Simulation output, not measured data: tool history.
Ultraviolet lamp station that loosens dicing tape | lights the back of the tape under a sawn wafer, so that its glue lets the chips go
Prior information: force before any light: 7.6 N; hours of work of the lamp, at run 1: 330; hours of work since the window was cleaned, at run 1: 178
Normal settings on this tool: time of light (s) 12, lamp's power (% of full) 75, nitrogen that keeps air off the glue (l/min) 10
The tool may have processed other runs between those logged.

run,hour,time of light (s),lamp's power (% of full),nitrogen that keeps air off the glue (l/min),hours of work of the lamp,hours of work since the window was cleaned,force that peels the tape off (N),light that reached the tape (mJ/cm2)
1,0.0,12,75,10,330,178,0.596,396
2,9.2,12,87,10,336,185,0.426,464
3,17.9,12,78,10,342,191,0.563,405
4,29.2,12,78,10,350,198,0.571,402
5,36.2,12,84,10,355,203,0.505,433
6,46.0,12,84,10,362,210,0.505,429
7,60.9,12,84,10,372,220,0.510,427
8,75.5,12,86,10,382,230,0.487,433
9,84.3,12,75,10,388,236,0.650,377
10,98.5,12,75,10,397,245,0.683,368
# hour 107.4: window cleaned of glue's vapour
11,112.1,12,71,10,406,3,0.536,413
12,124.5,12,71,10,415,12,0.572,406
13,136.6,12,71,10,423,20,0.547,402
14,150.3,12,71,10,432,29,0.611,400
15,157.8,12,84,10,437,34,0.408,471
16,169.4,12,84,10,445,42,0.437,461
17,179.3,12,87,10,452,49,0.400,481
18,185.5,12,87,10,456,53,0.397,477
19,195.7,12,87,10,463,60,0.400,477
20,209.2,12,87,10,472,69,0.440,466
21,216.1,7,65,10,477,74,1.884,203
22,223.0,20,77,6,482,79,0.286,687
23,229.8,20,77,6,486,83,0.302,684
24,244.1,7,60,6,496,93,2.668,180
25,252.4,7,65,6,502,99,2.436,199
26,267.3,22,86,18,512,109,0.158,816
27,276.4,22,86,18,518,115,0.160,801
28,290.1,22,86,18,527,124,0.168,805
29,300.6,22,98,10,535,132,0.165,910
30,313.0,12,61,10,543,140,1.007,301
31,325.7,12,87,10,552,149,0.496,432
32,335.1,8,75,11,558,155,1.355,245
33,343.6,8,75,11,564,161,1.399,246
34,355.1,8,69,4,572,169,2.604,226
35,366.4,15,89,13,579,176,0.276,537

What if the next run were any one of these 5? Each begins from the tool's condition after run 35:
A,375.3,14,89,5,585,182,?,?
B,375.3,12,72,3,585,182,?,?
C,375.3,14,93,8,585,182,?,?
D,375.3,17,75,17,585,182,?,?
E,375.3,12,87,10,585,182,?,?

run,force that peels the tape off (N),light that reached the tape (mJ/cm2)
A,0.654,497
B,1.788,340
C,0.403,516
D,0.258,505
E,0.530,421
Without the tool's hidden state the same runs would have given:
run,force that peels the tape off (N),light that reached the tape (mJ/cm2)
A,0.324,696
B,1.054,476
C,0.216,721
D,0.179,708
E,0.267,587
